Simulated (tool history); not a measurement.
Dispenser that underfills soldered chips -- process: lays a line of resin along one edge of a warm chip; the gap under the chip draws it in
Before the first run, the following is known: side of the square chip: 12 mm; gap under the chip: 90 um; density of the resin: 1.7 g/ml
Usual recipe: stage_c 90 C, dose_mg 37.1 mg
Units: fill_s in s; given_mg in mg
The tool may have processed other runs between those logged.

{"run": 1, "hour": 0.0, "stage_c": 90, "dose_mg": 37.1, "fill_s": 116.8, "given_mg": 33.9}
{"hour": 6.6, "done": "dispensing valve cleaned and set on the balance"}
{"hour": 14.5, "done": "new syringe of resin"}
{"run": 2, "hour": 14.5, "stage_c": 90, "dose_mg": 37.1, "fill_s": 104.9, "given_mg": 37.07}
{"run": 3, "hour": 22.0, "stage_c": 90, "dose_mg": 37.1, "fill_s": 123.6, "given_mg": 36.97}
{"hour": 32.7, "done": "new syringe of resin"}
{"run": 4, "hour": 35.3, "stage_c": 90, "dose_mg": 37.1, "fill_s": 113.7, "given_mg": 36.56}
{"run": 5, "hour": 47.8, "stage_c": 90, "dose_mg": 41.9, "fill_s": 154.2, "given_mg": 41.02}
{"hour": 51.5, "done": "new syringe of resin"}
{"run": 6, "hour": 57.6, "stage_c": 94, "dose_mg": 41.9, "fill_s": 107.6, "given_mg": 40.73}
{"hour": 69.8, "done": "new syringe of resin"}
{"run": 7, "hour": 69.9, "stage_c": 94, "dose_mg": 41.9, "fill_s": 94.8, "given_mg": 40.9}
{"run": 8, "hour": 76.9, "stage_c": 78, "dose_mg": 41.9, "fill_s": 183.6, "given_mg": 40.62}
{"run": 9, "hour": 84.2, "stage_c": 100, "dose_mg": 37.1, "fill_s": 110.8, "given_mg": 35.57}
{"hour": 88.0, "done": "new syringe of resin"}
{"run": 10, "hour": 93.7, "stage_c": 90, "dose_mg": 37.1, "fill_s": 121.4, "given_mg": 35.86}
{"run": 11, "hour": 101.8, "stage_c": 90, "dose_mg": 37.1, "fill_s": 146.9, "given_mg": 35.46}
{"hour": 106.5, "done": "new syringe of resin"}
{"run": 12, "hour": 113.7, "stage_c": 86, "dose_mg": 33.9, "fill_s": 147.2, "given_mg": 32.16}
{"hour": 124.9, "done": "new syringe of resin"}
{"run": 13, "hour": 127.2, "stage_c": 88, "dose_mg": 47.8, "fill_s": 120.4, "given_mg": 45.12}
{"run": 14, "hour": 140.9, "stage_c": 86, "dose_mg": 35.9, "fill_s": 180, "given_mg": 33.95}
{"hour": 143.6, "done": "new syringe of resin"}
{"run": 15, "hour": 152.6, "stage_c": 94, "dose_mg": 35.9, "fill_s": 120.2, "given_mg": 33.34}
{"hour": 161.5, "done": "new syringe of resin"}
{"run": 16, "hour": 165.2, "stage_c": 76, "dose_mg": 35.9, "fill_s": 187.5, "given_mg": 33.44}
{"run": 17, "hour": 175.0, "stage_c": 91, "dose_mg": 38.2, "fill_s": 146.7, "given_mg": 35.43}
{"hour": 179.8, "done": "new syringe of resin"}
{"run": 18, "hour": 183.6, "stage_c": 95, "dose_mg": 47.4, "fill_s": 99.4, "given_mg": 43.36}

Run 19 comes next. What will it give?
{"run": 19, "hour": 191.0, "stage_c": 95, "dose_mg": 47.4, "fill_s": "?", "given_mg": "?"}

{"run 19": {"fill_s": 118.3, "given_mg": 43.59}}
The same run, on a tool lacking any hidden state, would have yielded fill_s 87.1 s, given_mg 47.45 mg.
